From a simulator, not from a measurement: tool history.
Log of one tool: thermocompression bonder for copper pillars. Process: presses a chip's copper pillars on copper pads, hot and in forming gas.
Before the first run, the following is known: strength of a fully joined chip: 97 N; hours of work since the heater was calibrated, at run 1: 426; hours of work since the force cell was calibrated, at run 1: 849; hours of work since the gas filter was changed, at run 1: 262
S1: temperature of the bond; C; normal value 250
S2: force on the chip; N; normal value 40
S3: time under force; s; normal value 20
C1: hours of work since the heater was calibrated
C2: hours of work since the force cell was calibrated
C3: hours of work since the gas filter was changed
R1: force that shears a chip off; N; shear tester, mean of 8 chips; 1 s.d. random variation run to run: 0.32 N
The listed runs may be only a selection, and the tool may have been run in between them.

run   hour   S1  S2  S3   C1    C2   C3    R1
  1      0  250  40  20  426   849  262    45
  2   21.2  250  40  20  435   858  271  45.2
  3   42.5  250  40  20  444   867  281    45
  4     76  250  40  20  458   881  295  44.4
  5  101.1  250  51  20  469   892  306  56.4
     118.8  -- forming gas filter changed
  6  128.3  250  51  20  481   903    4  60.5
  7  141.8  250  51  20  486   909   10    60
  8  155.5  250  51  20  492   915   16  60.4
  9    179  266  40  20  502   925   26  60.4
 10  209.2  235  41  31  515   938   39  44.3
 11  236.5  235  41  31  527   950   51  43.6
 12  263.2  272  31  11  538   961   62  41.6
 13  288.9  272  31  11  550   972   73  41.5
 14  316.1  240  34  13  561   984   85  27.3
 15  338.6  240  34  13  571   994   94  26.8
 16  353.3  246  49  24  577  1000  101    57

Subtracting, for every run, the result it would have given without the tool's unlogged condition from the measured result gives the following. The same run-to-run variation enters both numbers; the gauge's scatter may not:
Hidden state present: true temperature of the bond over the reading, C; force that reaches the chip, % of what is set; oxide that the forming gas leaves, % of the face; drift of the gauge itself on shear_n, %.
run    R1
  1  -1.2
  2  -1.3
  3  -1.3
  4  -1.6
  5  -2.4
  6  +1.7
  7  +1.5
  8  +1.5
  9  +1.5
 10  +1.1
 11  +0.9
 12  +1.1
 13    +1
 14  +0.5
 15  +0.4
 16  +0.3

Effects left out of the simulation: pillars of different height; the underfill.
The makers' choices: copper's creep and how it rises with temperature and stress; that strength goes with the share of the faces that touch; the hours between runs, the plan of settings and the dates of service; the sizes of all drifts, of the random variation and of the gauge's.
